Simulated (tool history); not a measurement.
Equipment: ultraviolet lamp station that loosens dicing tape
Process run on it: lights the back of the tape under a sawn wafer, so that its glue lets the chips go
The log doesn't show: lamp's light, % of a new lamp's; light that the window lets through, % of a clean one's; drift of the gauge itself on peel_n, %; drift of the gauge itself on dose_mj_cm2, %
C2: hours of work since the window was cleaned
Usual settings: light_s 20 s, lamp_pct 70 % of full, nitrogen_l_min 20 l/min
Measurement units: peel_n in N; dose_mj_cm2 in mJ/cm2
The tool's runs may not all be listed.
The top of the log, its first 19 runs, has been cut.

{"run": 20, "hour": 617.4, "light_s": 20, "lamp_pct": 70, "nitrogen_l_min": 20, "hours of work of the lamp": 1304, "C2": 399, "peel_n": 0.812, "dose_mj_cm2": 306}
{"run": 21, "hour": 641.8, "light_s": 20, "lamp_pct": 70, "nitrogen_l_min": 20, "hours of work of the lamp": 1323, "C2": 418, "peel_n": 0.758, "dose_mj_cm2": 303}
{"run": 22, "hour": 671.3, "light_s": 20, "lamp_pct": 70, "nitrogen_l_min": 20, "hours of work of the lamp": 1346, "C2": 441, "peel_n": 0.797, "dose_mj_cm2": 295}
{"run": 23, "hour": 695.9, "light_s": 31, "lamp_pct": 70, "nitrogen_l_min": 37, "hours of work of the lamp": 1365, "C2": 460, "peel_n": 0.168, "dose_mj_cm2": 459}
{"run": 24, "hour": 737.5, "light_s": 20, "lamp_pct": 70, "nitrogen_l_min": 20, "hours of work of the lamp": 1397, "C2": 492, "peel_n": 0.842, "dose_mj_cm2": 296}
{"run": 25, "hour": 759.5, "light_s": 15, "lamp_pct": 88, "nitrogen_l_min": 16, "hours of work of the lamp": 1414, "C2": 509, "peel_n": 1.115, "dose_mj_cm2": 268}
{"run": 26, "hour": 780.3, "light_s": 15, "lamp_pct": 88, "nitrogen_l_min": 16, "hours of work of the lamp": 1430, "C2": 525, "peel_n": 1.151, "dose_mj_cm2": 270}
{"run": 27, "hour": 816.7, "light_s": 17, "lamp_pct": 73, "nitrogen_l_min": 12, "hours of work of the lamp": 1459, "C2": 554, "peel_n": 1.649, "dose_mj_cm2": 250}
{"hour": 840.2, "done": "window cleaned of glue's vapour"}
{"run": 28, "hour": 850.7, "light_s": 19, "lamp_pct": 94, "nitrogen_l_min": 20, "hours of work of the lamp": 1485, "C2": 8, "peel_n": 0.358, "dose_mj_cm2": 418}
{"run": 29, "hour": 880.6, "light_s": 19, "lamp_pct": 94, "nitrogen_l_min": 20, "hours of work of the lamp": 1508, "C2": 31, "peel_n": 0.376, "dose_mj_cm2": 411}
{"run": 30, "hour": 902.9, "light_s": 34, "lamp_pct": 62, "nitrogen_l_min": 7, "hours of work of the lamp": 1525, "C2": 49, "peel_n": 0.756, "dose_mj_cm2": 477}
{"run": 31, "hour": 925.7, "light_s": 23, "lamp_pct": 62, "nitrogen_l_min": 12, "hours of work of the lamp": 1543, "C2": 66, "peel_n": 1.039, "dose_mj_cm2": 320}
{"run": 32, "hour": 958.1, "light_s": 12, "lamp_pct": 83, "nitrogen_l_min": 17, "hours of work of the lamp": 1568, "C2": 91, "peel_n": 1.598, "dose_mj_cm2": 221}
{"run": 33, "hour": 1000.1, "light_s": 37, "lamp_pct": 80, "nitrogen_l_min": 9, "hours of work of the lamp": 1601, "C2": 124, "peel_n": 0.272, "dose_mj_cm2": 658}
{"run": 34, "hour": 1042.6, "light_s": 37, "lamp_pct": 80, "nitrogen_l_min": 9, "hours of work of the lamp": 1634, "C2": 157, "peel_n": 0.283, "dose_mj_cm2": 643}
{"run": 35, "hour": 1074.9, "light_s": 37, "lamp_pct": 80, "nitrogen_l_min": 9, "hours of work of the lamp": 1659, "C2": 182, "peel_n": 0.287, "dose_mj_cm2": 633}
{"run": 36, "hour": 1115.7, "light_s": 11, "lamp_pct": 87, "nitrogen_l_min": 7, "hours of work of the lamp": 1690, "C2": 214, "peel_n": 2.906, "dose_mj_cm2": 203}
{"run": 37, "hour": 1144.8, "light_s": 35, "lamp_pct": 87, "nitrogen_l_min": 18, "hours of work of the lamp": 1713, "C2": 236, "peel_n": 0.149, "dose_mj_cm2": 637}
{"run": 38, "hour": 1182.7, "light_s": 19, "lamp_pct": 64, "nitrogen_l_min": 25, "hours of work of the lamp": 1742, "C2": 266, "peel_n": 0.979, "dose_mj_cm2": 246}
{"run": 39, "hour": 1221.6, "light_s": 17, "lamp_pct": 72, "nitrogen_l_min": 20, "hours of work of the lamp": 1772, "C2": 296, "peel_n": 1.215, "dose_mj_cm2": 249}
{"run": 40, "hour": 1259.5, "light_s": 17, "lamp_pct": 72, "nitrogen_l_min": 20, "hours of work of the lamp": 1802, "C2": 325, "peel_n": 1.201, "dose_mj_cm2": 240}
{"run": 41, "hour": 1297.5, "light_s": 17, "lamp_pct": 72, "nitrogen_l_min": 20, "hours of work of the lamp": 1831, "C2": 355, "peel_n": 1.25, "dose_mj_cm2": 244}
{"run": 42, "hour": 1316.1, "light_s": 20, "lamp_pct": 78, "nitrogen_l_min": 32, "hours of work of the lamp": 1846, "C2": 369, "peel_n": 0.526, "dose_mj_cm2": 300}
{"run": 43, "hour": 1354.7, "light_s": 20, "lamp_pct": 78, "nitrogen_l_min": 32, "hours of work of the lamp": 1876, "C2": 399, "peel_n": 0.557, "dose_mj_cm2": 297}

What if the next run were any one of these 4? Each begins from the tool's condition after run 43:
{"run": "A", "hour": 1394.3, "light_s": 12, "lamp_pct": 74, "nitrogen_l_min": 20, "hours of work of the lamp": 1906, "C2": 430, "peel_n": "?", "dose_mj_cm2": "?"}
{"run": "B", "hour": 1394.3, "light_s": 11, "lamp_pct": 70, "nitrogen_l_min": 17, "hours of work of the lamp": 1906, "C2": 430, "peel_n": "?", "dose_mj_cm2": "?"}
{"run": "C", "hour": 1394.3, "light_s": 20, "lamp_pct": 70, "nitrogen_l_min": 10, "hours of work of the lamp": 1906, "C2": 430, "peel_n": "?", "dose_mj_cm2": "?"}
{"run": "D", "hour": 1394.3, "light_s": 38, "lamp_pct": 70, "nitrogen_l_min": 20, "hours of work of the lamp": 1906, "C2": 430, "peel_n": "?", "dose_mj_cm2": "?"}

run=A peel_n=2.201 dose_mj_cm2=170
run=B peel_n=2.786 dose_mj_cm2=145
run=C peel_n=1.724 dose_mj_cm2=264
run=D peel_n=0.216 dose_mj_cm2=502
With the hidden condition removed and each run's random variation left untouched, the same runs would have given:
run=A peel_n=0.933 dose_mj_cm2=285
run=B peel_n=1.372 dose_mj_cm2=244
run=C peel_n=0.640 dose_mj_cm2=443
run=D peel_n=0.077 dose_mj_cm2=844
